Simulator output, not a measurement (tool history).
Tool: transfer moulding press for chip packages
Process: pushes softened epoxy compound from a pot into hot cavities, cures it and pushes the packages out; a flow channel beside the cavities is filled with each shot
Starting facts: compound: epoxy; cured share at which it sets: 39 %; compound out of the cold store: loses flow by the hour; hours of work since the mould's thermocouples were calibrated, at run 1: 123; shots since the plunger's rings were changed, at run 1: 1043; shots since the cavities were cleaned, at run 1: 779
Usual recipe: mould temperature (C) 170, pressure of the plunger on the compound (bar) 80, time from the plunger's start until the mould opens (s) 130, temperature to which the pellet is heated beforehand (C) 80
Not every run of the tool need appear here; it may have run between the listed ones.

run	hour	mould temperature (C)	pressure of the plunger on the compound (bar)	time from the plunger's start until the mould opens (s)	temperature to which the pellet is heated beforehand (C)	hours of work since the mould's thermocouples were calibrated	shots since the plunger's rings were changed	shots since the cavities were cleaned	incoming compound's hours out of the cold store	length that the compound runs in the flow channel (mm)	greatest force on the pins that push the packages out (N)
1	0	170	80	130	80	123	1043	779	16.3	615	486
# hour 28.5: cavities cleaned with cleaning compound and waxed
2	60.1	170	87.7	130	80	165	1677	342	45.9	538	366
3	95.1	170	80	130	80	191	2057	722	19.9	592	496
# hour 132.3: cavities cleaned with cleaning compound and waxed
4	138.8	170	80	130	80	221	2514	70	14.8	615	305
# hour 170.8: plunger's sealing rings changed
5	202.2	170	80	130	80	265	340	730	39	545	456
# hour 239.1: cavities cleaned with cleaning compound and waxed
6	284.9	162	80	130	80	324	1221	497	20.1	627	901
# hour 342: cavities cleaned with cleaning compound and waxed
7	362.8	170	80	139	80	380	2048	225	42.7	529	309
# hour 432.1: plunger's sealing rings changed
8	434.8	168	80	130	80	430	30	979	13.7	640	623
# hour 449: cavities cleaned with cleaning compound and waxed
9	479.8	168	80	130	80	462	501	334	43.4	538	465
# hour 551.7: cavities cleaned with cleaning compound and waxed
10	561.6	168	80	130	80	520	1372	108	38.6	550	333
11	619	168	80	130	80	562	1993	729	37.8	544	562
# hour 650.7: cavities cleaned with cleaning compound and waxed
# hour 697.8: plunger's sealing rings changed
12	699.6	168	80	130	80	617	20	503	25.7	596	550
# hour 722.6: mould's thermocouples calibrated
# hour 758.9: cavities cleaned with cleaning compound and waxed
13	771.8	164	71.7	139	73	35	765	141	14.6	606	477
14	820	170	80	130	85	70	1286	662	35.8	547	453
# hour 857.8: cavities cleaned with cleaning compound and waxed
15	881	167	80	112	80	113	1931	251	46.3	518	602
16	942.5	167	80	118	80	157	2598	918	35.3	547	733
# hour 960.6: plunger's sealing rings changed
# hour 962.1: cavities cleaned with cleaning compound and waxed
17	1016.9	176	80	117	73	208	595	595	14.2	614	412
# hour 1064: cavities cleaned with cleaning compound and waxed
18	1074.6	170	80	164	80	249	1204	115	39.5	543	232
19	1111.5	170	80	164	80	276	1604	515	42.4	527	328
# hour 1165.5: cavities cleaned with cleaning compound and waxed
20	1199.8	177	80	110	88	339	2544	372	8.1	615	376
# hour 1228.2: plunger's sealing rings changed
21	1251.2	177	80	110	88	374	249	902	8.1	636	440
# hour 1271.2: cavities cleaned with cleaning compound and waxed
22	1288.4	177	80	110	88	400	636	186	9.5	629	329
23	1333.8	170	95.9	158	82	433	1129	679	29.9	627	372
# hour 1373.2: cavities cleaned with cleaning compound and waxed
24	1421.3	168	80	130	84	496	2060	522	48	517	508

For each run, the measured value with the value that run would have given without the tool's hidden condition subtracted. The run-to-run variation is shared by both, the gauge scatter possibly not:
The tool's hidden condition here consists of: true mould temperature over the reading, C; pressure that reaches the compound, % of what is set; grip of the stained cavities, % over clean ones'; drift of the gauge itself on flow_mm, %; drift of the gauge itself on push_out_n, %.
run	length that the compound runs in the flow channel (mm)	greatest force on the pins that push the packages out (N)
1	-10	+258
2	-12	+156
3	-16	+260
4	-19	+67
5	-2	+244
6	-8	+452
7	-11	+123
8	+1	+349
9	-1	+221
10	-6	+89
11	-10	+317
12	+0	+298
13	-8	+146
14	-9	+234
15	-13	+252
16	-17	+407
17	-4	+215
18	-7	+64
19	-9	+165
20	-17	+183
21	-1	+253
22	-2	+131
23	-5	+203
24	-9	+273
